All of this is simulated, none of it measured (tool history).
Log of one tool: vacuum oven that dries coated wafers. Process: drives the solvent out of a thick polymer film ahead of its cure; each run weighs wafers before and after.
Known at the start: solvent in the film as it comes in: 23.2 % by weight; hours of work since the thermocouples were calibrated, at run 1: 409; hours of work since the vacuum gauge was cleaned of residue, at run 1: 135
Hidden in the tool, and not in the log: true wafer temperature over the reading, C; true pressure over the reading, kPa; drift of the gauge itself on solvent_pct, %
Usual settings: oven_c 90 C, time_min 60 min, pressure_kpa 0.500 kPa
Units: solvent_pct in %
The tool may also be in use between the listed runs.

run,hour,oven_c,time_min,pressure_kpa,hours of work since the thermocouples were calibrated,hours of work since the vacuum gauge was cleaned of residue,solvent_pct
1,0.0,90,60,0.500,409,135,1.63
2,17.2,90,60,0.926,419,146,1.97
3,28.0,90,60,0.954,426,153,2.10
4,46.5,90,60,0.954,438,164,2.05
5,60.4,90,60,0.954,447,173,2.03
6,76.2,90,60,0.500,457,183,1.61
7,86.9,76,60,0.500,463,190,5.25
8,102.7,104,60,0.500,473,200,0.48
9,121.8,104,60,0.500,485,212,0.50
10,141.6,104,60,0.500,498,224,0.49
11,161.2,104,60,1.058,510,236,0.84
12,175.4,104,60,1.058,519,245,0.82
13,196.9,104,60,1.058,532,259,0.85
14,218.4,104,60,1.058,546,272,0.87
15,237.5,77,60,0.500,558,284,5.11
16,247.8,101,60,0.323,564,291,0.47
17,264.6,77,107,0.500,575,301,2.39
18,285.9,94,60,0.500,588,315,1.18
19,303.6,90,70,0.255,599,326,0.99
20,318.3,90,70,0.255,609,335,1.08
21,340.9,87,70,1.404,623,349,2.75
# hour 344.3: oven's thermocouples calibrated
22,359.9,99,70,1.787,10,360,1.67
23,374.2,88,67,0.500,19,369,1.86
24,386.1,104,51,0.665,26,376,0.71
25,401.3,95,31,1.357,36,386,4.47
# hour 418.3: oven's thermocouples calibrated, once more
26,418.9,90,86,0.500,0,396,0.89
27,438.7,85,95,0.500,13,408,1.24
28,455.7,85,95,0.500,24,419,1.24
29,478.4,79,60,0.500,38,433,4.18
30,496.6,90,60,1.778,49,445,2.90

The same runs without the tool's hidden state, with the same run-to-run variation:
run,solvent_pct
1,1.42
2,1.73
3,1.86
4,1.80
5,1.77
6,1.36
7,4.73
8,0.39
9,0.41
10,0.39
11,0.72
12,0.70
13,0.73
14,0.74
15,4.47
16,0.32
17,1.89
18,0.91
19,0.69
20,0.77
21,2.29
22,1.38
23,1.34
24,0.50
25,3.73
26,0.70
27,0.99
28,0.98
29,3.84
30,2.65
